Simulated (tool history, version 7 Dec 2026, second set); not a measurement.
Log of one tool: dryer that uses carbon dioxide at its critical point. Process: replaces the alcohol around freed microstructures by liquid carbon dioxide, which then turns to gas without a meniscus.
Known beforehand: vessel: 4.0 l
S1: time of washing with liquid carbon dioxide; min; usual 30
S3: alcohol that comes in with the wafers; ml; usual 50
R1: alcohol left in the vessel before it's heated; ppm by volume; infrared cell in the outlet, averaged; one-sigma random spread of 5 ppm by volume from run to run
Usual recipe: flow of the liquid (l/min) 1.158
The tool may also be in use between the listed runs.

run 1 hour=0.0 | S1=30 flow_of_the_liquid_(l/min)=1.158 S3=50 | R1=64
run 2 hour=34.5 | S1=30 flow_of_the_liquid_(l/min)=1.158 S3=50 | R1=70
run 3 hour=70.4 | S1=30 flow_of_the_liquid_(l/min)=1.158 S3=50 | R1=77
run 4 hour=106.6 | S1=30 flow_of_the_liquid_(l/min)=1.158 S3=89 | R1=70
run 5 hour=127.4 | S1=30 flow_of_the_liquid_(l/min)=1.158 S3=89 | R1=88
run 6 hour=157.1 | S1=30 flow_of_the_liquid_(l/min)=1.158 S3=89 | R1=83
run 7 hour=186.7 | S1=30 flow_of_the_liquid_(l/min)=1.158 S3=89 | R1=86
run 8 hour=227.3 | S1=30 flow_of_the_liquid_(l/min)=1.158 S3=89 | R1=90
run 9 hour=266.5 | S1=30 flow_of_the_liquid_(l/min)=1.158 S3=50 | R1=89
run 10 hour=284.5 | S1=34 flow_of_the_liquid_(l/min)=1.158 S3=50 | R1=98
run 11 hour=312.9 | S1=34 flow_of_the_liquid_(l/min)=1.158 S3=98 | R1=94
run 12 hour=352.5 | S1=34 flow_of_the_liquid_(l/min)=1.158 S3=98 | R1=100
run 13 hour=379.3 | S1=27 flow_of_the_liquid_(l/min)=1.620 S3=21 | R1=96
run 14 hour=413.0 | S1=27 flow_of_the_liquid_(l/min)=1.620 S3=21 | R1=99
run 15 hour=434.1 | S1=43 flow_of_the_liquid_(l/min)=1.960 S3=50 | R1=99
run 16 hour=456.2 | S1=18 flow_of_the_liquid_(l/min)=1.810 S3=60 | R1=117
-- hour=463.6 inlet filter changed
run 17 hour=487.0 | S1=40 flow_of_the_liquid_(l/min)=1.158 S3=86 | R1=96
run 18 hour=523.4 | S1=45 flow_of_the_liquid_(l/min)=0.960 S3=50 | R1=106
run 19 hour=553.8 | S1=30 flow_of_the_liquid_(l/min)=1.410 S3=90 | R1=105
run 20 hour=581.9 | S1=30 flow_of_the_liquid_(l/min)=0.720 S3=55 | R1=213
run 21 hour=615.9 | S1=30 flow_of_the_liquid_(l/min)=0.720 S3=55 | R1=214
run 22 hour=658.0 | S1=21 flow_of_the_liquid_(l/min)=1.000 S3=110 | R1=386
run 23 hour=692.3 | S1=23 flow_of_the_liquid_(l/min)=1.158 S3=50 | R1=154

Consider 4 possible next runs. They are alternatives, not a sequence: every one starts from the tool as it was left by run 23. What does each give?
run A hour=714.8 | S1=21 flow_of_the_liquid_(l/min)=1.000 S3=50 | R1=?
run B hour=714.8 | S1=30 flow_of_the_liquid_(l/min)=0.850 S3=78 | R1=?
run C hour=714.8 | S1=30 flow_of_the_liquid_(l/min)=1.420 S3=50 | R1=?
run D hour=714.8 | S1=18 flow_of_the_liquid_(l/min)=1.310 S3=21 | R1=?

run=A R1=254
run=B R1=193
run=C R1=117
run=D R1=153
Without the tool's unlogged condition, the same runs would have read:
run=A R1=98
run=B R1=51
run=C R1=1
run=D R1=30
